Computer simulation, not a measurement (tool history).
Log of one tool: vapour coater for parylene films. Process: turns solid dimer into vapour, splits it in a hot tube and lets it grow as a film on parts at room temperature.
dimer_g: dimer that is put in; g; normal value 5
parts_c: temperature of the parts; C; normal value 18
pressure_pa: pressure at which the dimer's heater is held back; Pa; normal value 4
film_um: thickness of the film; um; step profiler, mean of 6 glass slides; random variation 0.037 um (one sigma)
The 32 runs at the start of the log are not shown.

Run 33, hour 1978.8: usual settings but dimer_g 3 g, parts_c 28 C, pressure_pa 4.96 Pa. Result: film_um 1.6 um.
Run 34, hour 2046.6: usual settings but dimer_g 3 g, parts_c 28 C, pressure_pa 4.96 Pa. Result: film_um 1.63 um.
Run 35, hour 2120.3: usual settings but dimer_g 3 g, parts_c 28 C, pressure_pa 4.96 Pa. Result: film_um 1.58 um.
Run 36, hour 2187.1: usual settings but dimer_g 7 g, parts_c 20 C, pressure_pa 4.02 Pa. Result: film_um 5 um.
Run 37, hour 2253: usual settings but parts_c 28 C. Result: film_um 2.8 um.
Run 38, hour 2310.9: usual settings but parts_c 28 C. Result: film_um 2.81 um.
Run 39, hour 2384.5: usual settings but pressure_pa 2.92 Pa. Result: film_um 4.01 um.
Run 40, hour 2456.1: usual settings but parts_c 15 C, pressure_pa 2.92 Pa. Result: film_um 4.48 um.
At hour 2512.4: table's thermometer calibrated.
Run 41, hour 2519: usual settings but pressure_pa 2.23 Pa. Result: film_um 4.32 um.

Forecast each of these 4 alternatives for the next run:
Run A, hour 2569.9: usual settings but pressure_pa 2.17 Pa. Result: film_um ?.
Run B, hour 2569.9: usual settings but dimer_g 7 g. Result: film_um ?.
Run C, hour 2569.9: usual settings but dimer_g 6 g, parts_c 24 C, pressure_pa 8.06 Pa. Result: film_um ?.
Run D, hour 2569.9: usual settings but dimer_g 4 g, pressure_pa 3.51 Pa. Result: film_um ?.

run  film_um
  A     4.34
  B     5.32
  C      3.3
  D     3.08
With the hidden condition removed and each run's random variation left untouched, the same runs would have given:
run  film_um
  A     4.35
  B     5.34
  C     3.32
  D     3.09
